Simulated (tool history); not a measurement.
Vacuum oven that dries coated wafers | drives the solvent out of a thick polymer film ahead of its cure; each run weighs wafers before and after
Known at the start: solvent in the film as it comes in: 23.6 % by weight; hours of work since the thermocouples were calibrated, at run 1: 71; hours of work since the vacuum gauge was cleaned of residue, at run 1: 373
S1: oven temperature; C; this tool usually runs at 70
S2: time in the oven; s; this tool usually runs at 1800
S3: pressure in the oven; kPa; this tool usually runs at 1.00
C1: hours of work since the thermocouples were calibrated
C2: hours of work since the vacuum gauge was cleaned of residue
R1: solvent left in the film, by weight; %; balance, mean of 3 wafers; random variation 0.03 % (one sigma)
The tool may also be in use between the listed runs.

run,day,S1,S2,S3,C1,C2,R1
1,0.000,70,1800,1.00,71,373,1.62
2,0.975,70,1800,1.00,81,383,1.61
3,1.650,70,1800,1.00,88,391,1.59
4,2.438,70,1020,1.00,97,399,3.86
5,3.146,70,1020,1.00,104,406,3.88
6,4.092,70,1020,1.00,114,416,3.85
7,4.962,70,1020,1.00,123,426,3.82
8,5.900,70,1020,1.00,133,435,3.81
9,6.771,70,1800,1.00,143,445,1.61
10,7.583,70,3120,1.00,151,453,0.93
11,8.125,70,3120,1.00,157,459,0.97
12,8.675,70,3120,1.00,163,465,0.97
13,9.229,70,3120,1.00,169,471,0.94
14,10.033,70,2040,1.00,177,479,1.33
15,11.046,70,2040,1.00,188,490,1.33
16,11.671,70,1800,1.00,194,496,1.60
17,12.671,70,1800,1.00,205,507,1.62
18,13.621,70,2040,1.00,215,517,1.33
19,14.550,77,1800,1.00,225,527,0.82
20,15.442,81,2040,1.00,234,536,0.55
21,16.067,81,2040,1.00,241,543,0.60
22,16.758,81,2040,1.00,248,550,0.62
23,17.383,69,1260,2.83,255,557,4.30
24,18.379,70,1020,1.35,265,567,4.02
25,19.200,71,3000,0.87,274,576,0.78
# day 19.367: oven's thermocouples calibrated
26,20.254,71,2220,1.05,9,586,1.17
27,21.321,71,2220,1.05,21,597,1.18
28,22.088,79,1800,0.63,29,606,0.47
29,22.692,72,1800,3.26,35,612,2.80
30,23.196,72,1800,3.26,40,617,2.91
31,23.896,60,1980,0.63,48,625,3.13
32,24.379,60,1980,0.63,53,630,3.11
# day 24.538: oven's thermocouples calibrated, once more
33,25.171,58,1980,1.02,7,637,4.48
34,26.146,58,3120,1.02,17,648,2.62
35,26.604,76,1380,0.90,22,652,1.30
36,27.467,59,2640,0.97,31,662,2.84
37,27.979,59,2640,0.97,36,667,2.79

Alternative continuations, all from the tool just after run 37; predict every row:
A,28.983,68,960,0.73,47,678,?
B,28.983,76,2640,0.67,47,678,?
C,28.983,71,2640,0.97,47,678,?
D,28.983,75,2640,0.97,47,678,?

run,R1
A,4.70
B,0.57
C,1.00
D,0.78
What these runs would have given with no unlogged condition in the tool:
run,R1
A,4.45
B,0.45
C,0.83
D,0.65
